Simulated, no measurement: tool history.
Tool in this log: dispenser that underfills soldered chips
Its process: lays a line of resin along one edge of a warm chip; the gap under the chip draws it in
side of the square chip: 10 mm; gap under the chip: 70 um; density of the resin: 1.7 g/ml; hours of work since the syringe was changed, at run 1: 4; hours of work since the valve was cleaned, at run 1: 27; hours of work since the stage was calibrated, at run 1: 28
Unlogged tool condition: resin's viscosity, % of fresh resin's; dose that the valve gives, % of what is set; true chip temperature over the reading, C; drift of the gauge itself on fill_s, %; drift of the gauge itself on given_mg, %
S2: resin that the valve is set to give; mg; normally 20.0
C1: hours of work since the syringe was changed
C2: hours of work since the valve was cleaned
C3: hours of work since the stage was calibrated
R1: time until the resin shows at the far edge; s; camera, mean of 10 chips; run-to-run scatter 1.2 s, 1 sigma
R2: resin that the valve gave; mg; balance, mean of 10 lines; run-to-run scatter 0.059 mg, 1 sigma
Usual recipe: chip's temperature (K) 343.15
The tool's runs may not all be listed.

run 1 hour=0.0 | chip's_temperature_(K)=343.15 S2=20.0 | C1=4 C2=27 C3=28 | R1=139.5 R2=19.89
-- hour=2.2 new syringe of resin
run 2 hour=7.1 | chip's_temperature_(K)=343.15 S2=20.0 | C1=4 C2=32 C3=33 | R1=138.0 R2=19.77
-- hour=9.9 new syringe of resin
run 3 hour=15.5 | chip's_temperature_(K)=343.15 S2=20.0 | C1=4 C2=38 C3=40 | R1=140.7 R2=19.61
-- hour=17.5 new syringe of resin
-- hour=24.8 new syringe of resin
run 4 hour=26.5 | chip's_temperature_(K)=343.15 S2=22.6 | C1=1 C2=47 C3=48 | R1=119.4 R2=22.31
-- hour=32.1 new syringe of resin
run 5 hour=34.5 | chip's_temperature_(K)=343.15 S2=22.6 | C1=2 C2=53 C3=54 | R1=123.6 R2=22.26
-- hour=39.4 new syringe of resin
-- hour=40.4 dispensing valve cleaned and set on the balance
run 6 hour=41.0 | chip's_temperature_(K)=343.15 S2=20.0 | C1=0 C2=0 C3=58 | R1=112.1 R2=20.03
-- hour=47.9 new syringe of resin
run 7 hour=48.4 | chip's_temperature_(K)=343.15 S2=20.0 | C1=0 C2=6 C3=64 | R1=111.2 R2=19.94
-- hour=55.6 new syringe of resin
run 8 hour=56.6 | chip's_temperature_(K)=343.15 S2=20.0 | C1=1 C2=12 C3=70 | R1=115.7 R2=19.91
-- hour=62.7 new syringe of resin
run 9 hour=66.0 | chip's_temperature_(K)=343.15 S2=20.0 | C1=3 C2=20 C3=77 | R1=121.8 R2=19.85
-- hour=70.5 new syringe of resin
run 10 hour=75.0 | chip's_temperature_(K)=343.15 S2=20.0 | C1=4 C2=26 C3=84 | R1=129.5 R2=19.83
-- hour=78.0 new syringe of resin
run 11 hour=81.5 | chip's_temperature_(K)=343.15 S2=20.0 | C1=3 C2=31 C3=89 | R1=127.6 R2=19.73
-- hour=85.6 new syringe of resin
run 12 hour=92.0 | chip's_temperature_(K)=343.15 S2=20.0 | C1=5 C2=39 C3=97 | R1=143.5 R2=19.80
-- hour=93.4 new syringe of resin
run 13 hour=98.3 | chip's_temperature_(K)=343.15 S2=20.0 | C1=4 C2=44 C3=102 | R1=131.9 R2=19.70
-- hour=101.1 new syringe of resin
-- hour=108.4 new syringe of resin
run 14 hour=109.1 | chip's_temperature_(K)=330.15 S2=20.0 | C1=1 C2=52 C3=110 | R1=216.9 R2=19.69
-- hour=115.0 dispensing valve cleaned and set on the balance
-- hour=117.2 new syringe of resin
run 15 hour=118.5 | chip's_temperature_(K)=343.15 S2=20.0 | C1=1 C2=3 C3=116 | R1=113.5 R2=19.96
-- hour=124.3 new syringe of resin
run 16 hour=130.1 | chip's_temperature_(K)=349.15 S2=19.7 | C1=5 C2=12 C3=125 | R1=102.9 R2=19.55
-- hour=132.0 new syringe of resin
run 17 hour=138.4 | chip's_temperature_(K)=349.15 S2=19.7 | C1=5 C2=18 C3=132 | R1=106.8 R2=19.72
-- hour=139.2 new syringe of resin
run 18 hour=145.4 | chip's_temperature_(K)=350.15 S2=17.2 | C1=5 C2=23 C3=137 | R1=103.5 R2=17.04
-- hour=146.4 new syringe of resin
-- hour=153.8 new syringe of resin
run 19 hour=154.7 | chip's_temperature_(K)=350.15 S2=17.2 | C1=1 C2=30 C3=144 | R1=82.2 R2=16.98
-- hour=161.0 new syringe of resin
run 20 hour=161.5 | chip's_temperature_(K)=358.15 S2=17.4 | C1=0 C2=35 C3=149 | R1=56.0 R2=17.25
-- hour=168.9 new syringe of resin
run 21 hour=173.5 | chip's_temperature_(K)=358.15 S2=17.4 | C1=4 C2=44 C3=158 | R1=65.3 R2=17.13
-- hour=176.4 new syringe of resin
-- hour=183.9 new syringe of resin
run 22 hour=183.9 | chip's_temperature_(K)=352.15 S2=20.0 | C1=0 C2=52 C3=166 | R1=69.5 R2=19.62
-- hour=189.8 dispensing valve cleaned and set on the balance
-- hour=192.5 new syringe of resin
run 23 hour=192.6 | chip's_temperature_(K)=357.15 S2=18.2 | C1=0 C2=2 C3=172 | R1=58.1 R2=18.17
-- hour=199.9 new syringe of resin
run 24 hour=203.7 | chip's_temperature_(K)=339.15 S2=22.9 | C1=3 C2=11 C3=180 | R1=151.9 R2=22.73
-- hour=207.7 new syringe of resin
run 25 hour=209.9 | chip's_temperature_(K)=339.15 S2=22.9 | C1=2 C2=15 C3=185 | R1=140.8 R2=22.61
-- hour=215.3 new syringe of resin
run 26 hour=218.2 | chip's_temperature_(K)=337.15 S2=19.4 | C1=2 C2=22 C3=191 | R1=156.2 R2=19.21
-- hour=222.9 new syringe of resin
run 27 hour=226.1 | chip's_temperature_(K)=331.15 S2=22.7 | C1=3 C2=28 C3=197 | R1=218.9 R2=22.47
-- hour=230.7 new syringe of resin
run 28 hour=234.3 | chip's_temperature_(K)=331.15 S2=22.7 | C1=3 C2=34 C3=204 | R1=223.8 R2=22.39
-- hour=238.6 new syringe of resin
run 29 hour=245.0 | chip's_temperature_(K)=331.15 S2=22.7 | C1=5 C2=42 C3=212 | R1=249.0 R2=22.29

Entry by entry between the runs, the difference in hidden state between the last listed run before and the first listed run after:
From run 1 to run 2: new syringe of resin (hour 2.2)
  resin's viscosity, % of fresh resin's: 124.2 -> 125.5; dose that the valve gives, % of what is set: 99.12 -> 98.93; true chip temperature over the reading, C: 0.31 -> 0.35
  measured value less the no-hidden-state value, R1: +25.4 -> +26.3 s; R2: -0.18 -> -0.22 mg
From run 2 to run 3: new syringe of resin (hour 9.9)
  resin's viscosity, % of fresh resin's: 125.5 -> 126.2; dose that the valve gives, % of what is set: 98.93 -> 98.71; true chip temperature over the reading, C: 0.35 -> 0.39
  measured value less the no-hidden-state value, R1: +26.3 -> +27.3 s; R2: -0.22 -> -0.26 mg
From run 3 to run 4: new syringe of resin (hour 17.5); new syringe of resin (hour 24.8)
  resin's viscosity, % of fresh resin's: 126.2 -> 107.2; dose that the valve gives, % of what is set: 98.71 -> 98.42; true chip temperature over the reading, C: 0.39 -> 0.44
  measured value less the no-hidden-state value, R1: +27.3 -> +5.7 s; R2: -0.26 -> -0.36 mg
From run 4 to run 5: new syringe of resin (hour 32.1)
  resin's viscosity, % of fresh resin's: 107.2 -> 111.6; dose that the valve gives, % of what is set: 98.42 -> 98.21; true chip temperature over the reading, C: 0.44 -> 0.48
  measured value less the no-hidden-state value, R1: +5.7 -> +10.3 s; R2: -0.36 -> -0.40 mg
From run 5 to run 6: new syringe of resin (hour 39.4); dispensing valve cleaned and set on the balance (hour 40.4)
  resin's viscosity, % of fresh resin's: 111.6 -> 101.6; dose that the valve gives, % of what is set: 98.21 -> 99.98; true chip temperature over the reading, C: 0.48 -> 0.51
  measured value less the no-hidden-state value, R1: +10.3 -> -1.0 s; R2: -0.40 -> +0.00 mg
From run 6 to run 7: new syringe of resin (hour 47.9)
  resin's viscosity, % of fresh resin's: 101.6 -> 101.9; dose that the valve gives, % of what is set: 99.98 -> 99.8; true chip temperature over the reading, C: 0.51 -> 0.55
  measured value less the no-hidden-state value, R1: -1.0 -> -0.9 s; R2: +0.00 -> -0.04 mg
From run 7 to run 8: new syringe of resin (hour 55.6)
  resin's viscosity, % of fresh resin's: 101.9 -> 104.6; dose that the valve gives, % of what is set: 99.8 -> 99.6; true chip temperature over the reading, C: 0.55 -> 0.59
  measured value less the no-hidden-state value, R1: -0.9 -> +1.9 s; R2: -0.04 -> -0.08 mg
From run 8 to run 9: new syringe of resin (hour 62.7)
  resin's viscosity, % of fresh resin's: 104.6 -> 113.3; dose that the valve gives, % of what is set: 99.6 -> 99.37; true chip temperature over the reading, C: 0.59 -> 0.63
  measured value less the no-hidden-state value, R1: +1.9 -> +11.1 s; R2: -0.08 -> -0.13 mg
From run 9 to run 10: new syringe of resin (hour 70.5)
  resin's viscosity, % of fresh resin's: 113.3 -> 118.6; dose that the valve gives, % of what is set: 99.37 -> 99.12; true chip temperature over the reading, C: 0.63 -> 0.68
  measured value less the no-hidden-state value, R1: +11.1 -> +16.7 s; R2: -0.13 -> -0.18 mg
From run 10 to run 11: new syringe of resin (hour 78.0)
  resin's viscosity, % of fresh resin's: 118.6 -> 116.4; dose that the valve gives, % of what is set: 99.12 -> 98.94; true chip temperature over the reading, C: 0.68 -> 0.71
  measured value less the no-hidden-state value, R1: +16.7 -> +14.2 s; R2: -0.18 -> -0.21 mg
From run 11 to run 12: new syringe of resin (hour 85.6)
  resin's viscosity, % of fresh resin's: 116.4 -> 131; dose that the valve gives, % of what is set: 98.94 -> 98.68; true chip temperature over the reading, C: 0.71 -> 0.76
  measured value less the no-hidden-state value, R1: +14.2 -> +29.9 s; R2: -0.21 -> -0.27 mg
From run 12 to run 13: new syringe of resin (hour 93.4)
  resin's viscosity, % of fresh resin's: 131 -> 120.3; dose that the valve gives, % of what is set: 98.68 -> 98.51; true chip temperature over the reading, C: 0.76 -> 0.79
  measured value less the no-hidden-state value, R1: +29.9 -> +18.1 s; R2: -0.27 -> -0.30 mg
From run 13 to run 14: new syringe of resin (hour 101.1); new syringe of resin (hour 108.4)
  resin's viscosity, % of fresh resin's: 120.3 -> 103.4; dose that the valve gives, % of what is set: 98.51 -> 98.22; true chip temperature over the reading, C: 0.79 -> 0.85
  measured value less the no-hidden-state value, R1: +18.1 -> -2.1 s; R2: -0.30 -> -0.36 mg
From run 14 to run 15: dispensing valve cleaned and set on the balance (hour 115.0); new syringe of resin (hour 117.2)
  resin's viscosity, % of fresh resin's: 103.4 -> 105.1; dose that the valve gives, % of what is set: 98.22 -> 99.93; true chip temperature over the reading, C: 0.85 -> 0.89
  measured value less the no-hidden-state value, R1: -2.1 -> +0.8 s; R2: -0.36 -> -0.01 mg
From run 15 to run 16: new syringe of resin (hour 124.3)
  resin's viscosity, % of fresh resin's: 105.1 -> 127.2; dose that the valve gives, % of what is set: 99.93 -> 99.62; true chip temperature over the reading, C: 0.89 -> 0.95
  measured value less the no-hidden-state value, R1: +0.8 -> +18.5 s; R2: -0.01 -> -0.07 mg
From run 16 to run 17: new syringe of resin (hour 132.0)
  resin's viscosity, % of fresh resin's: 127.2 -> 132.1; dose that the valve gives, % of what is set: 99.62 -> 99.39; true chip temperature over the reading, C: 0.95 -> 0.99
  measured value less the no-hidden-state value, R1: +18.5 -> +22.3 s; R2: -0.07 -> -0.12 mg
From run 17 to run 18: new syringe of resin (hour 139.2)
  resin's viscosity, % of fresh resin's: 132.1 -> 130.4; dose that the valve gives, % of what is set: 99.39 -> 99.18; true chip temperature over the reading, C: 0.99 -> 1.02
  measured value less the no-hidden-state value, R1: +22.3 -> +20.4 s; R2: -0.12 -> -0.14 mg
From run 18 to run 19: new syringe of resin (hour 146.4); new syringe of resin (hour 153.8)
  resin's viscosity, % of fresh resin's: 130.4 -> 105; dose that the valve gives, % of what is set: 99.18 -> 98.97; true chip temperature over the reading, C: 1.02 -> 1.07
  measured value less the no-hidden-state value, R1: +20.4 -> +0.0 s; R2: -0.14 -> -0.18 mg
From run 19 to run 20: new syringe of resin (hour 161.0)
  resin's viscosity, % of fresh resin's: 105 -> 101.9; dose that the valve gives, % of what is set: 98.97 -> 98.78; true chip temperature over the reading, C: 1.07 -> 1.1
  measured value less the no-hidden-state value, R1: +0.0 -> -1.6 s; R2: -0.18 -> -0.21 mg
From run 20 to run 21: new syringe of resin (hour 168.9)
  resin's viscosity, % of fresh resin's: 101.9 -> 120.2; dose that the valve gives, % of what is set: 98.78 -> 98.46; true chip temperature over the reading, C: 1.1 -> 1.16
  measured value less the no-hidden-state value, R1: -1.6 -> +8.2 s; R2: -0.21 -> -0.27 mg
From run 21 to run 22: new syringe of resin (hour 176.4); new syringe of resin (hour 183.9)
  resin's viscosity, % of fresh resin's: 120.2 -> 99.4; dose that the valve gives, % of what is set: 98.46 -> 98.18; true chip temperature over the reading, C: 1.16 -> 1.21
  measured value less the no-hidden-state value, R1: +8.2 -> -4.3 s; R2: -0.27 -> -0.36 mg
From run 22 to run 23: dispensing valve cleaned and set on the balance (hour 189.8); new syringe of resin (hour 192.5)
  resin's viscosity, % of fresh resin's: 99.4 -> 101.6; dose that the valve gives, % of what is set: 98.18 -> 99.8; true chip temperature over the reading, C: 1.21 -> 1.25
  measured value less the no-hidden-state value, R1: -4.3 -> -2.3 s; R2: -0.36 -> -0.03 mg
From run 23 to run 24: new syringe of resin (hour 199.9)
  resin's viscosity, % of fresh resin's: 101.6 -> 117.8; dose that the valve gives, % of what is set: 99.8 -> 99.5; true chip temperature over the reading, C: 1.25 -> 1.31
  measured value less the no-hidden-state value, R1: -2.3 -> +14.2 s; R2: -0.03 -> -0.12 mg
From run 24 to run 25: new syringe of resin (hour 207.7)
  resin's viscosity, % of fresh resin's: 117.8 -> 109.3; dose that the valve gives, % of what is set: 99.5 -> 99.35; true chip temperature over the reading, C: 1.31 -> 1.34
  measured value less the no-hidden-state value, R1: +14.2 -> +3.1 s; R2: -0.12 -> -0.15 mg
From run 25 to run 26: new syringe of resin (hour 215.3)
  resin's viscosity, % of fresh resin's: 109.3 -> 112.1; dose that the valve gives, % of what is set: 99.35 -> 99.11; true chip temperature over the reading, C: 1.34 -> 1.38
  measured value less the no-hidden-state value, R1: +3.1 -> +7.1 s; R2: -0.15 -> -0.17 mg
From run 26 to run 27: new syringe of resin (hour 222.9)
  resin's viscosity, % of fresh resin's: 112.1 -> 114.6; dose that the valve gives, % of what is set: 99.11 -> 98.9; true chip temperature over the reading, C: 1.38 -> 1.42
  measured value less the no-hidden-state value, R1: +7.1 -> +13.4 s; R2: -0.17 -> -0.25 mg
From run 27 to run 28: new syringe of resin (hour 230.7)
  resin's viscosity, % of fresh resin's: 114.6 -> 115.9; dose that the valve gives, % of what is set: 98.9 -> 98.68; true chip temperature over the reading, C: 1.42 -> 1.46
  measured value less the no-hidden-state value, R1: +13.4 -> +15.5 s; R2: -0.25 -> -0.30 mg
From run 28 to run 29: new syringe of resin (hour 238.6)
  resin's viscosity, % of fresh resin's: 115.9 -> 131.1; dose that the valve gives, % of what is set: 98.68 -> 98.37; true chip temperature over the reading, C: 1.46 -> 1.52
  measured value less the no-hidden-state value, R1: +15.5 -> +43.7 s; R2: -0.30 -> -0.37 mg
